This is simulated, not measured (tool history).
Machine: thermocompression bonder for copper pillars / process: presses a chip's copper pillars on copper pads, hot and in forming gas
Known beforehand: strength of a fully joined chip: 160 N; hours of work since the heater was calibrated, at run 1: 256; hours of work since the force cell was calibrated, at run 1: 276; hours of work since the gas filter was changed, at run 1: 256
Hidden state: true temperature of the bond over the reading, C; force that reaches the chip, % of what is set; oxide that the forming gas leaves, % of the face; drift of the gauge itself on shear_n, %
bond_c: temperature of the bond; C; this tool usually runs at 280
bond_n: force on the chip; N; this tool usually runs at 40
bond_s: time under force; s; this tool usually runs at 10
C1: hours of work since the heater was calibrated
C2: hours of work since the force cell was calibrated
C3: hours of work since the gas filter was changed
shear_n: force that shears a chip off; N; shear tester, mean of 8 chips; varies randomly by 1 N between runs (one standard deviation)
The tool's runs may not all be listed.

run 1 day=0 | bond_c=280 bond_n=40 bond_s=10 | C1=256 C2=276 C3=256 | shear_n=83.8
run 2 day=0.458 | bond_c=293 bond_n=40 bond_s=10 | C1=263 C2=283 C3=263 | shear_n=93.2
run 3 day=1.292 | bond_c=293 bond_n=40 bond_s=10 | C1=276 C2=296 C3=276 | shear_n=94.8
run 4 day=1.854 | bond_c=293 bond_n=40 bond_s=10 | C1=285 C2=305 C3=285 | shear_n=93.3
run 5 day=2.717 | bond_c=293 bond_n=40 bond_s=10 | C1=299 C2=319 C3=299 | shear_n=91.6
run 6 day=3.771 | bond_c=280 bond_n=40 bond_s=10 | C1=315 C2=335 C3=315 | shear_n=80.8
run 7 day=4.546 | bond_c=280 bond_n=40 bond_s=10 | C1=327 C2=347 C3=327 | shear_n=82.6
run 8 day=5.15 | bond_c=301 bond_n=40 bond_s=10 | C1=337 C2=357 C3=337 | shear_n=97.9
run 9 day=5.95 | bond_c=259 bond_n=40 bond_s=10 | C1=349 C2=369 C3=349 | shear_n=61.3
run 10 day=6.483 | bond_c=280 bond_n=34 bond_s=10 | C1=358 C2=378 C3=358 | shear_n=76.2
run 11 day=6.967 | bond_c=280 bond_n=44 bond_s=10 | C1=365 C2=385 C3=365 | shear_n=83.3
run 12 day=7.696 | bond_c=280 bond_n=40 bond_s=10 | C1=377 C2=397 C3=377 | shear_n=80.2
-- day=7.917 forming gas filter changed
run 13 day=8.475 | bond_c=280 bond_n=38 bond_s=10 | C1=388 C2=408 C3=9 | shear_n=88.1
run 14 day=9.354 | bond_c=280 bond_n=40 bond_s=10 | C1=402 C2=422 C3=23 | shear_n=88.5
run 15 day=10.367 | bond_c=280 bond_n=40 bond_s=10 | C1=418 C2=438 C3=38 | shear_n=88.7
run 16 day=11.421 | bond_c=280 bond_n=40 bond_s=10 | C1=435 C2=455 C3=55 | shear_n=88.9
run 17 day=11.983 | bond_c=280 bond_n=40 bond_s=10 | C1=443 C2=463 C3=64 | shear_n=87.2
run 18 day=12.679 | bond_c=280 bond_n=40 bond_s=10 | C1=454 C2=474 C3=75 | shear_n=89.2
run 19 day=13.15 | bond_c=280 bond_n=30 bond_s=10 | C1=462 C2=482 C3=82 | shear_n=78.1
run 20 day=13.929 | bond_c=280 bond_n=30 bond_s=10 | C1=474 C2=494 C3=94 | shear_n=77.8
run 21 day=14.904 | bond_c=295 bond_n=40 bond_s=25 | C1=489 C2=509 C3=109 | shear_n=123
run 22 day=15.912 | bond_c=295 bond_n=40 bond_s=25 | C1=505 C2=525 C3=125 | shear_n=121.3
run 23 day=16.704 | bond_c=280 bond_n=34 bond_s=6 | C1=517 C2=537 C3=138 | shear_n=66.5
run 24 day=17.229 | bond_c=280 bond_n=33 bond_s=21 | C1=526 C2=545 C3=146 | shear_n=99.8
run 25 day=18.267 | bond_c=280 bond_n=25 bond_s=5 | C1=542 C2=562 C3=162 | shear_n=52
run 26 day=18.854 | bond_c=280 bond_n=25 bond_s=5 | C1=551 C2=571 C3=171 | shear_n=52.5
run 27 day=19.733 | bond_c=280 bond_n=25 bond_s=5 | C1=565 C2=585 C3=185 | shear_n=52.5
run 28 day=20.296 | bond_c=280 bond_n=25 bond_s=5 | C1=574 C2=593 C3=194 | shear_n=52.5
run 29 day=20.929 | bond_c=270 bond_n=25 bond_s=11 | C1=583 C2=603 C3=204 | shear_n=62.1
run 30 day=21.508 | bond_c=283 bond_n=25 bond_s=16 | C1=593 C2=612 C3=213 | shear_n=81.5
run 31 day=22.042 | bond_c=287 bond_n=40 bond_s=9 | C1=601 C2=621 C3=221 | shear_n=87.9
run 32 day=22.746 | bond_c=284 bond_n=34 bond_s=30 | C1=612 C2=632 C3=232 | shear_n=106.7
run 33 day=23.642 | bond_c=284 bond_n=34 bond_s=30 | C1=626 C2=646 C3=246 | shear_n=108.1
run 34 day=24.292 | bond_c=261 bond_n=31 bond_s=15 | C1=636 C2=656 C3=256 | shear_n=66.6
run 35 day=25.183 | bond_c=261 bond_n=31 bond_s=15 | C1=650 C2=670 C3=270 | shear_n=67.2
-- day=25.729 heater calibrated with a thermocouple chip
run 36 day=25.912 | bond_c=254 bond_n=43 bond_s=20 | C1=3 C2=680 C3=280 | shear_n=84
run 37 day=26.679 | bond_c=296 bond_n=48 bond_s=17 | C1=15 C2=692 C3=292 | shear_n=114.9
run 38 day=27.575 | bond_c=280 bond_n=40 bond_s=14 | C1=29 C2=706 C3=306 | shear_n=89.4
run 39 day=28.433 | bond_c=280 bond_n=56 bond_s=10 | C1=42 C2=720 C3=320 | shear_n=94.7

Consider 3 possible next runs. They are alternatives, not a sequence: every one starts from the tool as it was left by run 39. What does each give?
run A day=29.362 | bond_c=301 bond_n=37 bond_s=10 | C1=57 C2=734 C3=334 | shear_n=?
run B day=29.362 | bond_c=259 bond_n=56 bond_s=28 | C1=57 C2=734 C3=334 | shear_n=?
run C day=29.362 | bond_c=290 bond_n=34 bond_s=28 | C1=57 C2=734 C3=334 | shear_n=?

run=A shear_n=95.5
run=B shear_n=101.2
run=C shear_n=109.8
Had the tool no hidden state, the same runs would have come out as:
run=A shear_n=106.3
run=B shear_n=112.9
run=C shear_n=122.3
